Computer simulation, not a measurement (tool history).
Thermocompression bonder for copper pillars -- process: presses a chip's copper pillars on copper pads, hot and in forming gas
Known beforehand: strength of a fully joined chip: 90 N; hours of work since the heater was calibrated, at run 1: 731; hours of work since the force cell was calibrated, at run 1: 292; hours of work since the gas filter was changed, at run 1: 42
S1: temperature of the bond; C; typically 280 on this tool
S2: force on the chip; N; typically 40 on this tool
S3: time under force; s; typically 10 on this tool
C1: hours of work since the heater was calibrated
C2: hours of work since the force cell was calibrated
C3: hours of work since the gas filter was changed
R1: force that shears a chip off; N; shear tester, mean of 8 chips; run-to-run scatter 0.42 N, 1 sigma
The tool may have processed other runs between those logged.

{"run": 1, "hour": 0.0, "S1": 280, "S2": 40, "S3": 10, "C1": 731, "C2": 292, "C3": 42, "R1": 52.9}
{"run": 2, "hour": 12.0, "S1": 280, "S2": 40, "S3": 10, "C1": 739, "C2": 300, "C3": 49, "R1": 52.5}
{"run": 3, "hour": 30.6, "S1": 280, "S2": 40, "S3": 10, "C1": 750, "C2": 311, "C3": 61, "R1": 52.4}
{"run": 4, "hour": 48.8, "S1": 280, "S2": 40, "S3": 10, "C1": 761, "C2": 322, "C3": 72, "R1": 52.0}
{"run": 5, "hour": 72.3, "S1": 280, "S2": 59, "S3": 10, "C1": 776, "C2": 337, "C3": 87, "R1": 62.8}
{"run": 6, "hour": 83.1, "S1": 259, "S2": 59, "S3": 10, "C1": 783, "C2": 344, "C3": 93, "R1": 53.0}
{"run": 7, "hour": 97.3, "S1": 259, "S2": 59, "S3": 10, "C1": 791, "C2": 352, "C3": 102, "R1": 52.8}
{"run": 8, "hour": 121.5, "S1": 280, "S2": 40, "S3": 9, "C1": 806, "C2": 367, "C3": 117, "R1": 50.1}
{"run": 9, "hour": 146.3, "S1": 280, "S2": 40, "S3": 9, "C1": 822, "C2": 383, "C3": 132, "R1": 49.4}
{"run": 10, "hour": 158.6, "S1": 280, "S2": 40, "S3": 9, "C1": 829, "C2": 390, "C3": 140, "R1": 50.1}
{"run": 11, "hour": 175.5, "S1": 280, "S2": 40, "S3": 10, "C1": 840, "C2": 401, "C3": 150, "R1": 51.3}
{"run": 12, "hour": 197.4, "S1": 280, "S2": 40, "S3": 7, "C1": 853, "C2": 414, "C3": 164, "R1": 45.5}
{"run": 13, "hour": 212.3, "S1": 280, "S2": 40, "S3": 10, "C1": 863, "C2": 424, "C3": 173, "R1": 50.8}
{"run": 14, "hour": 236.8, "S1": 280, "S2": 40, "S3": 10, "C1": 878, "C2": 439, "C3": 188, "R1": 51.0}
{"run": 15, "hour": 257.3, "S1": 280, "S2": 27, "S3": 10, "C1": 890, "C2": 451, "C3": 201, "R1": 41.1}
{"run": 16, "hour": 272.9, "S1": 280, "S2": 27, "S3": 10, "C1": 900, "C2": 461, "C3": 211, "R1": 40.5}
{"run": 17, "hour": 289.6, "S1": 280, "S2": 27, "S3": 10, "C1": 910, "C2": 471, "C3": 221, "R1": 40.6}
{"run": 18, "hour": 302.7, "S1": 280, "S2": 27, "S3": 10, "C1": 919, "C2": 479, "C3": 229, "R1": 40.5}
{"run": 19, "hour": 318.0, "S1": 280, "S2": 27, "S3": 10, "C1": 928, "C2": 489, "C3": 239, "R1": 40.9}
{"hour": 328.6, "done": "forming gas filter changed"}
{"run": 20, "hour": 341.5, "S1": 280, "S2": 40, "S3": 10, "C1": 942, "C2": 503, "C3": 8, "R1": 51.4}
{"run": 21, "hour": 358.6, "S1": 255, "S2": 40, "S3": 6, "C1": 953, "C2": 514, "C3": 19, "R1": 32.9}
{"run": 22, "hour": 369.1, "S1": 255, "S2": 40, "S3": 6, "C1": 959, "C2": 520, "C3": 25, "R1": 33.1}
{"run": 23, "hour": 388.8, "S1": 255, "S2": 40, "S3": 6, "C1": 971, "C2": 532, "C3": 37, "R1": 33.4}
{"run": 24, "hour": 411.8, "S1": 283, "S2": 35, "S3": 5, "C1": 986, "C2": 547, "C3": 51, "R1": 38.7}
{"run": 25, "hour": 434.7, "S1": 272, "S2": 52, "S3": 12, "C1": 1000, "C2": 561, "C3": 66, "R1": 57.8}
{"run": 26, "hour": 444.8, "S1": 272, "S2": 52, "S3": 12, "C1": 1006, "C2": 567, "C3": 72, "R1": 57.2}
{"run": 27, "hour": 457.8, "S1": 253, "S2": 40, "S3": 12, "C1": 1014, "C2": 575, "C3": 80, "R1": 42.0}
{"hour": 461.9, "done": "heater calibrated with a thermocouple chip"}
{"run": 28, "hour": 478.8, "S1": 304, "S2": 57, "S3": 10, "C1": 10, "C2": 587, "C3": 92, "R1": 65.5}
{"run": 29, "hour": 500.1, "S1": 304, "S2": 57, "S3": 10, "C1": 24, "C2": 600, "C3": 105, "R1": 65.3}
{"run": 30, "hour": 522.6, "S1": 268, "S2": 37, "S3": 10, "C1": 38, "C2": 614, "C3": 119, "R1": 38.2}
{"run": 31, "hour": 545.3, "S1": 268, "S2": 33, "S3": 13, "C1": 52, "C2": 628, "C3": 133, "R1": 39.4}
{"hour": 559.3, "done": "heater calibrated with a thermocouple chip, once more"}
{"run": 32, "hour": 570.0, "S1": 268, "S2": 33, "S3": 13, "C1": 7, "C2": 642, "C3": 147, "R1": 50.9}
{"run": 33, "hour": 594.3, "S1": 304, "S2": 53, "S3": 7, "C1": 22, "C2": 657, "C3": 162, "R1": 67.7}
{"run": 34, "hour": 612.3, "S1": 280, "S2": 34, "S3": 12, "C1": 33, "C2": 668, "C3": 173, "R1": 54.4}
{"run": 35, "hour": 626.7, "S1": 280, "S2": 27, "S3": 12, "C1": 42, "C2": 677, "C3": 182, "R1": 48.4}
{"run": 36, "hour": 642.6, "S1": 280, "S2": 59, "S3": 5, "C1": 52, "C2": 687, "C3": 192, "R1": 55.6}
{"run": 37, "hour": 655.2, "S1": 280, "S2": 48, "S3": 14, "C1": 59, "C2": 695, "C3": 200, "R1": 65.8}
{"run": 38, "hour": 666.6, "S1": 280, "S2": 48, "S3": 14, "C1": 66, "C2": 702, "C3": 207, "R1": 66.4}
{"run": 39, "hour": 680.1, "S1": 280, "S2": 48, "S3": 9, "C1": 75, "C2": 710, "C3": 215, "R1": 59.4}

Measured minus without-hidden-state, run by run (identical run-to-run variation in each term; gauge scatter may differ):
The hidden state here: true temperature of the bond over the reading, C; force that reaches the chip, % of what is set; oxide that the forming gas leaves, % of the face; drift of the gauge itself on shear_n, %.
run=1 R1=-5.2
run=2 R1=-5.2
run=3 R1=-5.4
run=4 R1=-5.5
run=5 R1=-5.6
run=6 R1=-6.2
run=7 R1=-6.3
run=8 R1=-5.9
run=9 R1=-6.2
run=10 R1=-6.3
run=11 R1=-6.4
run=12 R1=-6.4
run=13 R1=-6.7
run=14 R1=-6.9
run=15 R1=-6.5
run=16 R1=-6.6
run=17 R1=-6.7
run=18 R1=-6.8
run=19 R1=-6.9
run=20 R1=-6.4
run=21 R1=-5.9
run=22 R1=-6.0
run=23 R1=-6.1
run=24 R1=-6.2
run=25 R1=-7.3
run=26 R1=-7.3
run=27 R1=-7.5
run=28 R1=-10.0
run=29 R1=-10.0
run=30 R1=-11.7
run=31 R1=-12.0
run=32 R1=-1.2
run=33 R1=-1.7
run=34 R1=-1.6
run=35 R1=-1.6
run=36 R1=-1.9
run=37 R1=-2.1
run=38 R1=-2.3
run=39 R1=-2.3
